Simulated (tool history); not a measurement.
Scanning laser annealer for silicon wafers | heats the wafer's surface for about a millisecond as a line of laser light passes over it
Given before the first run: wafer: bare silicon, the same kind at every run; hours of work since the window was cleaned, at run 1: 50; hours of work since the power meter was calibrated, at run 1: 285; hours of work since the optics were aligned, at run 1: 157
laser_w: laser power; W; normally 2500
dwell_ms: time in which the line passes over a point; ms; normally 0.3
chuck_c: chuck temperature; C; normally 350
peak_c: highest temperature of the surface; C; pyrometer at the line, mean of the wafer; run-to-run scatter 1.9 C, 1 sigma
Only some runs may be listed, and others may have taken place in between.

run	hour	laser_w	dwell_ms	chuck_c	hours of work since the window was cleaned	hours of work since the power meter was calibrated	hours of work since the optics were aligned	peak_c
1	0	2500	0.3	350	50	285	157	1154
2	11.3	2617	0.3	350	56	291	163	1201
3	22.3	2617	0.3	350	62	297	169	1196
4	37.2	2500	0.347	350	69	305	176	1210
5	45.3	2500	0.331	350	74	309	181	1194
6	53.9	2500	0.331	350	78	314	185	1187
7	63.6	2500	0.331	350	84	319	191	1189
8	75.6	2500	0.3	350	90	326	197	1149
9	91.5	2500	0.3	383	98	334	205	1184
10	101	2500	0.3	383	104	339	210	1183
11	112.4	2683	0.233	334	110	345	217	1107
# hour 115.5: window over the wafer cleaned
12	127.1	2683	0.233	334	6	352	223	1103
13	137.7	2683	0.26	381	12	358	229	1194
14	150.6	2318	0.259	323	19	364	236	1004
15	164.4	2500	0.367	383	26	372	243	1256
16	172	2500	0.367	383	30	376	247	1258
17	184.5	2500	0.367	383	37	383	254	1259
# hour 188: window over the wafer cleaned, once more
18	201.9	2142	0.309	356	7	391	262	1037
19	208.7	2142	0.309	356	11	394	266	1035

For run 20, what comes out?
20	217.3	2142	0.277	356	16	399	270	?

{"run 20": {"peak_c": 1000}}
On a tool with no hidden condition, and with the same random variation, this run would have come out at peak_c 1004 C.
